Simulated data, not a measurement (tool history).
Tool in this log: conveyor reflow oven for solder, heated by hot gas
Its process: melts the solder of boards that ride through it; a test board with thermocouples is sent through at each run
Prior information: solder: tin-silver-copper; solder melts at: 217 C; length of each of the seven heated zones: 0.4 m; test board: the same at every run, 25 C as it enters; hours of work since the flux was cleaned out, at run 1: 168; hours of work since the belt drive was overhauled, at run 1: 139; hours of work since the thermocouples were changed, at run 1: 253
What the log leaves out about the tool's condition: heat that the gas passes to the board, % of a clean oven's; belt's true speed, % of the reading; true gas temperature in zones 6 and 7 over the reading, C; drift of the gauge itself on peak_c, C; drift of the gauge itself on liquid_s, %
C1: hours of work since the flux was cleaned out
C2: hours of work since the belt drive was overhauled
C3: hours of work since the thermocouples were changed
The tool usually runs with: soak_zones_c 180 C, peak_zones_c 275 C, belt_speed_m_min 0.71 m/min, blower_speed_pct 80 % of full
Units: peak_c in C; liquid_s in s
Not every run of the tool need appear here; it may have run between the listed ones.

run 1 hour=0 | soak_zones_c=180 peak_zones_c=275 belt_speed_m_min=0.71 blower_speed_pct=80 | C1=168 C2=139 C3=253 | peak_c=259.27 liquid_s=56.3
-- hour=17.4 flux residue cleaned out of gas plates and filters
run 2 hour=21.3 | soak_zones_c=180 peak_zones_c=275 belt_speed_m_min=0.71 blower_speed_pct=80 | C1=3 C2=151 C3=264 | peak_c=259.14 liquid_s=56.3
run 3 hour=35.3 | soak_zones_c=180 peak_zones_c=275 belt_speed_m_min=0.71 blower_speed_pct=80 | C1=13 C2=161 C3=274 | peak_c=259.32 liquid_s=56.4
run 4 hour=60.5 | soak_zones_c=180 peak_zones_c=275 belt_speed_m_min=0.71 blower_speed_pct=80 | C1=31 C2=179 C3=292 | peak_c=259.14 liquid_s=56.2
run 5 hour=87.4 | soak_zones_c=180 peak_zones_c=275 belt_speed_m_min=0.71 blower_speed_pct=80 | C1=50 C2=198 C3=311 | peak_c=259.31 liquid_s=56.1
run 6 hour=117.1 | soak_zones_c=180 peak_zones_c=275 belt_speed_m_min=0.71 blower_speed_pct=80 | C1=71 C2=219 C3=332 | peak_c=259.14 liquid_s=56.6
run 7 hour=132.6 | soak_zones_c=180 peak_zones_c=275 belt_speed_m_min=0.71 blower_speed_pct=80 | C1=82 C2=230 C3=343 | peak_c=259.26 liquid_s=56.2
run 8 hour=162.4 | soak_zones_c=180 peak_zones_c=275 belt_speed_m_min=0.71 blower_speed_pct=80 | C1=103 C2=251 C3=364 | peak_c=259.28 liquid_s=56.3
run 9 hour=178.4 | soak_zones_c=180 peak_zones_c=274 belt_speed_m_min=0.71 blower_speed_pct=80 | C1=114 C2=263 C3=376 | peak_c=258.35 liquid_s=55.8
run 10 hour=207.6 | soak_zones_c=180 peak_zones_c=278 belt_speed_m_min=0.71 blower_speed_pct=80 | C1=135 C2=284 C3=397 | peak_c=261.83 liquid_s=57.7
run 11 hour=226.5 | soak_zones_c=180 peak_zones_c=278 belt_speed_m_min=0.71 blower_speed_pct=80 | C1=149 C2=297 C3=410 | peak_c=261.83 liquid_s=57.5
run 12 hour=244.8 | soak_zones_c=180 peak_zones_c=275 belt_speed_m_min=0.71 blower_speed_pct=67 | C1=162 C2=310 C3=423 | peak_c=255.69 liquid_s=54
run 13 hour=259 | soak_zones_c=187 peak_zones_c=287 belt_speed_m_min=0.659 blower_speed_pct=67 | C1=172 C2=320 C3=433 | peak_c=269.77 liquid_s=68.3
-- hour=271.7 flux residue cleaned out of gas plates and filters
run 14 hour=291.5 | soak_zones_c=180 peak_zones_c=266 belt_speed_m_min=0.747 blower_speed_pct=58 | C1=14 C2=340 C3=453 | peak_c=243.6 liquid_s=41.7
run 15 hour=312.9 | soak_zones_c=180 peak_zones_c=289 belt_speed_m_min=0.648 blower_speed_pct=80 | C1=29 C2=355 C3=468 | peak_c=274.52 liquid_s=69.1
run 16 hour=338.4 | soak_zones_c=180 peak_zones_c=267 belt_speed_m_min=0.71 blower_speed_pct=80 | C1=47 C2=373 C3=486 | peak_c=252.4 liquid_s=52.7
run 17 hour=358.4 | soak_zones_c=180 peak_zones_c=267 belt_speed_m_min=0.71 blower_speed_pct=80 | C1=62 C2=387 C3=500 | peak_c=252.31 liquid_s=52.6

For run 18, what comes out?
run 18 hour=372.4 | soak_zones_c=180 peak_zones_c=284 belt_speed_m_min=0.803 blower_speed_pct=80 | C1=72 C2=397 C3=510 | peak_c=? liquid_s=?

{"run 18": {"peak_c": 262.66, "liquid_s": 50.7}}
The same run, on a tool lacking any hidden state, would have yielded peak_c 262.68 C, liquid_s 50.7 s.

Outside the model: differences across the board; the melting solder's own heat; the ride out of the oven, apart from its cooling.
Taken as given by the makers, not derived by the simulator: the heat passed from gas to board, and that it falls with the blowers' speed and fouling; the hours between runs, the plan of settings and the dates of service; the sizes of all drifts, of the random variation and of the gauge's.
